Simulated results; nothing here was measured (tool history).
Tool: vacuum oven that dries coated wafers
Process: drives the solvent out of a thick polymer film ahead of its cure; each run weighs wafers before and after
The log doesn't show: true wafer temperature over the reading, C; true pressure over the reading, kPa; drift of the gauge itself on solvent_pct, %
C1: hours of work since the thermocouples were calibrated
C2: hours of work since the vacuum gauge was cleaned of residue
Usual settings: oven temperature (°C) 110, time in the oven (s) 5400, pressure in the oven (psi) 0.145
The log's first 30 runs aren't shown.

Run 31, hour 278.4: usual settings but oven temperature (°C) 115, time in the oven (s) 5700, pressure in the oven (psi) 0.55; C1 431; C2 851. Result: solvent left in the film (%) 6.07.
Run 32, hour 287.1: usual settings but oven temperature (°C) 122, time in the oven (s) 5880, pressure in the oven (psi) 0.216; C1 437; C2 858. Result: solvent left in the film (%) 2.09.
Run 33, hour 299.9: usual settings but time in the oven (s) 3000, pressure in the oven (psi) 0.252; C1 447; C2 867. Result: solvent left in the film (%) 4.87.
Run 34, hour 305.5: usual settings but pressure in the oven (psi) 0.432; C1 451; C2 871. Result: solvent left in the film (%) 5.95.
Run 35, hour 314.3: usual settings but oven temperature (°C) 99, time in the oven (s) 2760, pressure in the oven (psi) 0.345; C1 458; C2 878. Result: solvent left in the film (%) 9.36.
Run 36, hour 322.6: usual settings but oven temperature (°C) 99, time in the oven (s) 8640, pressure in the oven (psi) 0.532; C1 464; C2 884. Result: solvent left in the film (%) 10.47.
Run 37, hour 331.1: usual settings but oven temperature (°C) 99, time in the oven (s) 3120, pressure in the oven (psi) 0.174; C1 470; C2 890. Result: solvent left in the film (%) 6.91.
Run 38, hour 342.9: usual settings but time in the oven (s) 7020, pressure in the oven (psi) 0.088; C1 479; C2 899. Result: solvent left in the film (%) 1.62.
Run 39, hour 351.8: usual settings but pressure in the oven (psi) 0.254; C1 486; C2 906. Result: solvent left in the film (%) 3.86.
Run 40, hour 363.7: usual settings but time in the oven (s) 3600, pressure in the oven (psi) 0.157; C1 495; C2 915. Result: solvent left in the film (%) 3.36.
Run 41, hour 374.7: usual settings but time in the oven (s) 3600, pressure in the oven (psi) 0.157; C1 503; C2 923. Result: solvent left in the film (%) 3.38.
Run 42, hour 382.5: usual settings but time in the oven (s) 3600, pressure in the oven (psi) 0.157; C1 509; C2 929. Result: solvent left in the film (%) 3.35.
Run 43, hour 392.4: usual settings but oven temperature (°C) 108, time in the oven (s) 5040, pressure in the oven (psi) 0.08; C1 516; C2 936. Result: solvent left in the film (%) 2.1.
Run 44, hour 405.5: usual settings but oven temperature (°C) 116, time in the oven (s) 7500, pressure in the oven (psi) 0.155; C1 526; C2 946. Result: solvent left in the film (%) 1.93.
Run 45, hour 411.9: usual settings but oven temperature (°C) 116, time in the oven (s) 7500, pressure in the oven (psi) 0.155; C1 531; C2 951. Result: solvent left in the film (%) 1.9.
Run 46, hour 418.4: usual settings but oven temperature (°C) 116, time in the oven (s) 7500, pressure in the oven (psi) 0.081; C1 536; C2 956. Result: solvent left in the film (%) 1.23.
Run 47, hour 429.3: usual settings but oven temperature (°C) 118, time in the oven (s) 3360, pressure in the oven (psi) 0.271; C1 544; C2 964. Result: solvent left in the film (%) 3.22.

3 ways to go on from here, each from the tool as it stands after run 47. What would each give?
Run A, hour 435.9: usual settings but oven temperature (°C) 118; C1 549; C2 969. Result: solvent left in the film (%) ?.
Run B, hour 435.9: usual settings but oven temperature (°C) 118, time in the oven (s) 7200, pressure in the oven (psi) 0.171; C1 549; C2 969. Result: solvent left in the film (%) ?.
Run C, hour 435.9: usual settings but oven temperature (°C) 119, time in the oven (s) 8580, pressure in the oven (psi) 0.236; C1 549; C2 969. Result: solvent left in the film (%) ?.

run  solvent left in the film (%)
  A                          1.71
  B                             2
  C                          2.53
Without the tool's hidden state the same runs would have given:
run  solvent left in the film (%)
  A                          1.42
  B                          1.71
  C                          2.26
